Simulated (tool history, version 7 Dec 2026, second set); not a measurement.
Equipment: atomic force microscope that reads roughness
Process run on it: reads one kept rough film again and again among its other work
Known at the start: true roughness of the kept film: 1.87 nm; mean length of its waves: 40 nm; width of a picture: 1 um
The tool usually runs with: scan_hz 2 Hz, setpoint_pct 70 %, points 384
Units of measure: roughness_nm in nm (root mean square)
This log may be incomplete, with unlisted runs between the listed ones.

run	hour	scan_hz	setpoint_pct	points	roughness_nm
1	0	2	70	384	1.501
# hour 27.9: new tip fitted
2	43.9	2	70	384	1.576
3	79.9	2	79	384	1.428
4	126	2	79	384	1.411
5	163.8	2	79	384	1.379
# hour 168.5: new tip fitted
# hour 169.5: height scale calibrated on a step standard
6	205.7	2	70	384	1.549
7	239.3	2	77	384	1.443
8	283	2	77	384	1.42
# hour 312.2: new tip fitted
9	319.7	2	72	384	1.543
# hour 323.6: height scale calibrated on a step standard, once more
10	360.4	0.86	72	302	1.656
11	401.9	0.77	88	435	1.536
12	430.1	0.77	63	435	1.643
# hour 455.5: new tip fitted
13	459	0.77	63	435	1.748
14	497.2	2.74	67	440	1.542
15	525.3	2.05	79	366	1.439
16	559.8	2.05	79	366	1.398
# hour 598.3: new tip fitted
17	606.4	3.01	70	384	1.507

Some steps in roughness_nm between neighbouring runs. How much of each would the tool show without its hidden state too (settings, what came in, random variation), and how much is left for the hidden state, with any gauge scatter that isn't in both results?
Unlogged tool condition in this case: radius of the tip, nm; height scale over the true one, %; drift of the gauge itself on roughness_nm, %.
Run 12 -> 13: new tip fitted. roughness_nm +0.105 nm (root mean square): hidden state +0.101, all else +0.004.
Run 13 -> 14: scan_hz 0.77 -> 2.74, setpoint_pct 63 -> 67, points 435 -> 440. roughness_nm -0.206 nm (root mean square): hidden state -0.032, all else -0.174.
